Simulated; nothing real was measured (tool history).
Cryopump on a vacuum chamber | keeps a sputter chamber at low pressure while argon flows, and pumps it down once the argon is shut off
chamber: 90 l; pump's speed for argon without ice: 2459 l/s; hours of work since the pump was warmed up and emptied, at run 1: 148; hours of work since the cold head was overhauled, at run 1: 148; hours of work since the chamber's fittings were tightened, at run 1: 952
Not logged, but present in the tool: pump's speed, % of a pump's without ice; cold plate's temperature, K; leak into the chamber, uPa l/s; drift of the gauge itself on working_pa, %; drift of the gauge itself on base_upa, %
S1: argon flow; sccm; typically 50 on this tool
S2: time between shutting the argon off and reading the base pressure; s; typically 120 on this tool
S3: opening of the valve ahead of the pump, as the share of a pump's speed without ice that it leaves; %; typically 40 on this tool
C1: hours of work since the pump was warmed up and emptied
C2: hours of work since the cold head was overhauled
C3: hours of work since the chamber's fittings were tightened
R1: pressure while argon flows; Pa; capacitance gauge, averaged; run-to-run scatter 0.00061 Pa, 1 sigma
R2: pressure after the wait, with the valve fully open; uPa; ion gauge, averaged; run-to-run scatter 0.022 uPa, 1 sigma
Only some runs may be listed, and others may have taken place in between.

run 1 day=0 | S1=50 S2=120 S3=40 | C1=148 C2=148 C3=952 | R1=0.0863 R2=1.11
run 2 day=0.771 | S1=50 S2=120 S3=40 | C1=156 C2=156 C3=961 | R1=0.0864 R2=1.11
run 3 day=1.312 | S1=50 S2=120 S3=40 | C1=163 C2=163 C3=967 | R1=0.0873 R2=1.1
run 4 day=2.2 | S1=50 S2=120 S3=40 | C1=173 C2=173 C3=977 | R1=0.0863 R2=1.13
run 5 day=3.367 | S1=50 S2=120 S3=40 | C1=186 C2=186 C3=990 | R1=0.0879 R2=1.14
run 6 day=3.842 | S1=50 S2=120 S3=40 | C1=191 C2=191 C3=996 | R1=0.0881 R2=1.14
run 7 day=4.983 | S1=50 S2=120 S3=40 | C1=204 C2=204 C3=1008 | R1=0.0884 R2=1.18
run 8 day=5.562 | S1=50 S2=120 S3=40 | C1=211 C2=211 C3=1015 | R1=0.0875 R2=1.15
run 9 day=6.554 | S1=50 S2=120 S3=40 | C1=222 C2=222 C3=1026 | R1=0.0866 R2=1.16
run 10 day=7.654 | S1=50 S2=120 S3=40 | C1=234 C2=234 C3=1039 | R1=0.0869 R2=1.15
run 11 day=8.304 | S1=50 S2=120 S3=40 | C1=242 C2=242 C3=1046 | R1=0.0867 R2=1.19
run 12 day=9.388 | S1=24 S2=120 S3=40 | C1=254 C2=254 C3=1058 | R1=0.0426 R2=1.16
run 13 day=10.229 | S1=50 S2=47 S3=24 | C1=263 C2=263 C3=1068 | R1=0.1452 R2=1.94
run 14 day=11.104 | S1=50 S2=120 S3=47 | C1=273 C2=273 C3=1078 | R1=0.075 R2=1.21
run 15 day=12.075 | S1=82 S2=120 S3=47 | C1=284 C2=284 C3=1089 | R1=0.1242 R2=1.18
run 16 day=13.125 | S1=31 S2=29 S3=40 | C1=296 C2=296 C3=1101 | R1=0.0531 R2=2.83
run 17 day=13.788 | S1=50 S2=165 S3=40 | C1=304 C2=304 C3=1108 | R1=0.0885 R2=1.05
run 18 day=14.925 | S1=50 S2=165 S3=40 | C1=317 C2=317 C3=1121 | R1=0.0886 R2=1.06
run 19 day=15.483 | S1=63 S2=31 S3=38 | C1=323 C2=323 C3=1127 | R1=0.1157 R2=2.67
run 20 day=16.471 | S1=50 S2=24 S3=40 | C1=334 C2=334 C3=1139 | R1=0.0883 R2=3.3
run 21 day=17.275 | S1=50 S2=24 S3=40 | C1=343 C2=343 C3=1148 | R1=0.0885 R2=3.26

Forecast each of these 5 alternatives for the next run:
run A day=17.85 | S1=48 S2=44 S3=27 | C1=350 C2=350 C3=1154 | R1=? R2=?
run B day=17.85 | S1=26 S2=125 S3=59 | C1=350 C2=350 C3=1154 | R1=? R2=?
run C day=17.85 | S1=41 S2=120 S3=45 | C1=350 C2=350 C3=1154 | R1=? R2=?
run D day=17.85 | S1=25 S2=21 S3=40 | C1=350 C2=350 C3=1154 | R1=? R2=?
run E day=17.85 | S1=50 S2=24 S3=18 | C1=350 C2=350 C3=1154 | R1=? R2=?

run=A R1=0.1235 R2=2.07
run=B R1=0.0315 R2=1.2
run=C R1=0.0638 R2=1.25
run=D R1=0.0443 R2=3.61
run=E R1=0.1941 R2=3.2
Had the tool no hidden state, the same runs would have come out as:
run=A R1=0.1211 R2=1.48
run=B R1=0.0302 R2=0.61
run=C R1=0.0619 R2=0.63
run=D R1=0.0431 R2=3.01
run=E R1=0.1917 R2=2.61
